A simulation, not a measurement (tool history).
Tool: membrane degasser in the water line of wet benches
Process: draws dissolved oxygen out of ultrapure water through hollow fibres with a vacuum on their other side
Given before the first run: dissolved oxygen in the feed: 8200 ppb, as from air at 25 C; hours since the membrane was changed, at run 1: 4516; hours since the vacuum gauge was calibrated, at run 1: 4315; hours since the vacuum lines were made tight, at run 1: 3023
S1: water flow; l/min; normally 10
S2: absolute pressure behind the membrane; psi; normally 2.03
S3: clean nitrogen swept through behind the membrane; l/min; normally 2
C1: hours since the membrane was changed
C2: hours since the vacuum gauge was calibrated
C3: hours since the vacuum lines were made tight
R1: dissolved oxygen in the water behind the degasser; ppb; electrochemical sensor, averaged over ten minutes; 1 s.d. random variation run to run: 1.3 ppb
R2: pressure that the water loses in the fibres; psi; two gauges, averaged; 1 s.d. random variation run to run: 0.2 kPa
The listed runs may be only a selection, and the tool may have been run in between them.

{"run": 1, "hour": 0.0, "S1": 10, "S2": 2.03, "S3": 2, "C1": 4516, "C2": 4315, "C3": 3023, "R1": 145.9, "R2": 6.524}
{"hour": 107.3, "done": "vacuum gauge calibrated"}
{"run": 2, "hour": 108.4, "S1": 10, "S2": 2.03, "S3": 2, "C1": 4624, "C2": 1, "C3": 3131, "R1": 145.3, "R2": 6.586}
{"run": 3, "hour": 218.8, "S1": 10, "S2": 3.31, "S3": 2, "C1": 4734, "C2": 111, "C3": 3241, "R1": 253.9, "R2": 6.511}
{"hour": 291.5, "done": "seals of the vacuum lines changed"}
{"run": 4, "hour": 315.0, "S1": 7, "S2": 2.03, "S3": 2, "C1": 4828, "C2": 206, "C3": 23, "R1": 101.6, "R2": 4.595}
{"run": 5, "hour": 377.4, "S1": 10, "S2": 2.03, "S3": 2, "C1": 4891, "C2": 268, "C3": 86, "R1": 144.2, "R2": 6.575}
{"hour": 386.8, "done": "vacuum gauge calibrated, once more"}
{"run": 6, "hour": 490.7, "S1": 10, "S2": 2.03, "S3": 2, "C1": 5003, "C2": 104, "C3": 199, "R1": 135.5, "R2": 6.615}
{"run": 7, "hour": 604.0, "S1": 12, "S2": 2.03, "S3": 2, "C1": 5117, "C2": 217, "C3": 312, "R1": 173, "R2": 7.894}
{"run": 8, "hour": 694.9, "S1": 12, "S2": 2.03, "S3": 2, "C1": 5208, "C2": 308, "C3": 403, "R1": 170.1, "R2": 7.894}
{"run": 9, "hour": 801.3, "S1": 10, "S2": 2.03, "S3": 2.86, "C1": 5314, "C2": 415, "C3": 509, "R1": 97.4, "R2": 6.577}
{"run": 10, "hour": 914.6, "S1": 10, "S2": 1.86, "S3": 2, "C1": 5427, "C2": 528, "C3": 623, "R1": 124.3, "R2": 6.621}
{"run": 11, "hour": 1031.5, "S1": 10, "S2": 1.86, "S3": 2, "C1": 5544, "C2": 645, "C3": 739, "R1": 125.7, "R2": 6.627}
{"run": 12, "hour": 1129.0, "S1": 10, "S2": 2.03, "S3": 2, "C1": 5642, "C2": 742, "C3": 837, "R1": 137.3, "R2": 6.644}
{"run": 13, "hour": 1231.5, "S1": 10, "S2": 2.03, "S3": 2.33, "C1": 5744, "C2": 845, "C3": 939, "R1": 118.4, "R2": 6.68}
{"run": 14, "hour": 1323.3, "S1": 10, "S2": 2.03, "S3": 2, "C1": 5836, "C2": 937, "C3": 1031, "R1": 137.4, "R2": 6.736}
{"run": 15, "hour": 1433.4, "S1": 10, "S2": 2.03, "S3": 2, "C1": 5946, "C2": 1047, "C3": 1141, "R1": 140.4, "R2": 6.712}
{"run": 16, "hour": 1504.7, "S1": 10, "S2": 2.03, "S3": 2, "C1": 6017, "C2": 1118, "C3": 1213, "R1": 136.7, "R2": 6.676}
{"run": 17, "hour": 1584.3, "S1": 9, "S2": 2.03, "S3": 2, "C1": 6097, "C2": 1198, "C3": 1292, "R1": 123.1, "R2": 6.026}
{"run": 18, "hour": 1639.9, "S1": 8, "S2": 2.03, "S3": 0.93, "C1": 6153, "C2": 1253, "C3": 1348, "R1": 219.3, "R2": 5.321}
{"run": 19, "hour": 1704.9, "S1": 13, "S2": 3.58, "S3": 2, "C1": 6218, "C2": 1318, "C3": 1413, "R1": 358.3, "R2": 8.759}
{"run": 20, "hour": 1785.7, "S1": 13, "S2": 3.58, "S3": 2, "C1": 6298, "C2": 1399, "C3": 1494, "R1": 359, "R2": 8.704}
{"run": 21, "hour": 1888.2, "S1": 10, "S2": 1.36, "S3": 1.08, "C1": 6401, "C2": 1501, "C3": 1596, "R1": 147.5, "R2": 6.734}

What will run 22 give?
{"run": 22, "hour": 1952.7, "S1": 10, "S2": 2.38, "S3": 2, "C1": 6465, "C2": 1566, "C3": 1661, "R1": "?", "R2": "?"}

Run 22 produced R1 169.9 ppb, R2 6.789 psi.
If the tool had no hidden condition, the same run with the same run-to-run variation would have returned R1 162.9 ppb, R2 6.116 psi.
